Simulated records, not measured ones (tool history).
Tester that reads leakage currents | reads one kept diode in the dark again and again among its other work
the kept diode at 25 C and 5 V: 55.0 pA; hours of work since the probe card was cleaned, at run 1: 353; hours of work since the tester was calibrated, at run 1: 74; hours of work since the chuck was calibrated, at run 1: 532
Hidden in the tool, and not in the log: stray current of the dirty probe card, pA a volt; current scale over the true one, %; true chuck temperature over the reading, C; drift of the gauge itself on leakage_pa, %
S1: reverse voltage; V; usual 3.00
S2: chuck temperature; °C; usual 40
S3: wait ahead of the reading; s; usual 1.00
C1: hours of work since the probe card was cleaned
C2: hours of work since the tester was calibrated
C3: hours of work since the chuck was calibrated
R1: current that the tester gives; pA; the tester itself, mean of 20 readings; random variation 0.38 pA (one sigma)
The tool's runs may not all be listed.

run     day     S1  S2    S3   C1   C2   C3      R1
  1   0.000   3.00  40  1.00  353   74  532  127.68
  2   1.067   3.00  40  1.00  370   91  549  128.30
  3   2.379   3.00  40  1.00  391  112  570  128.47
  4   3.300   3.00  40  1.00  406  127  585  127.99
  5   4.658   3.00  21  1.00  427  148  606   34.74
  6   5.379   3.00  21  1.00  439  160  618   34.90
  7   5.996   3.00  40  1.00  449  169  628  129.24
  8   6.917   3.00  40  1.00  463  184  642  128.14
  9   7.829   3.00  40  1.00  478  199  657  128.50
 10   8.758   1.74  40  1.00  492  213  672   99.65
 11   9.896   1.74  40  1.00  510  231  690   99.85
 12  10.962   1.74  52  1.00  527  248  707  213.53
 13  12.279   3.00  40  1.00  548  269  727  129.58
 14  12.917   3.00  40  1.00  558  279  738  129.92
 15  13.979   3.00  40  1.00  575  296  754  129.75
 16  15.404   4.94  47  1.00  598  319  777  258.07
 17  16.212   4.94  47  1.00  611  332  790  257.31
 18  16.833   4.94  47  1.00  621  342  800  256.92
 19  17.850   1.80  25  1.69  637  358  816   36.43
 20  19.292   3.00  43  3.94  660  381  839  157.64
 21  20.571  17.73  40  1.00  680  401  859  305.42
 22  21.375   4.87  59  0.60  693  414  872  530.52
 23  22.442   1.35  35  1.57  710  431  889   64.15
 24  23.146   3.00  26  1.00  721  442  900   50.79
 25  23.875   3.00  26  1.00  732  453  912   50.95
 26  24.883   2.97  29  6.65  748  469  928   61.25
 27  25.662  13.54  29  5.14  761  482  940  127.01

4 ways to go on from here, each from the tool as it stands after run 27. What would each give?
  A  26.829  7.28  21  5.14  779  500  959   ?
  B  26.829  1.97  29  0.34  779  500  959   ?
  C  26.829  2.75  53  0.79  779  500  959   ?
  D  26.829  3.37  30  0.35  779  500  959   ?

run      R1
  A   53.35
  B   52.46
  C  285.93
  D   73.32
Without the tool's hidden state the same runs would have given:
run      R1
  A   49.34
  B   49.29
  C  271.17
  D   68.89
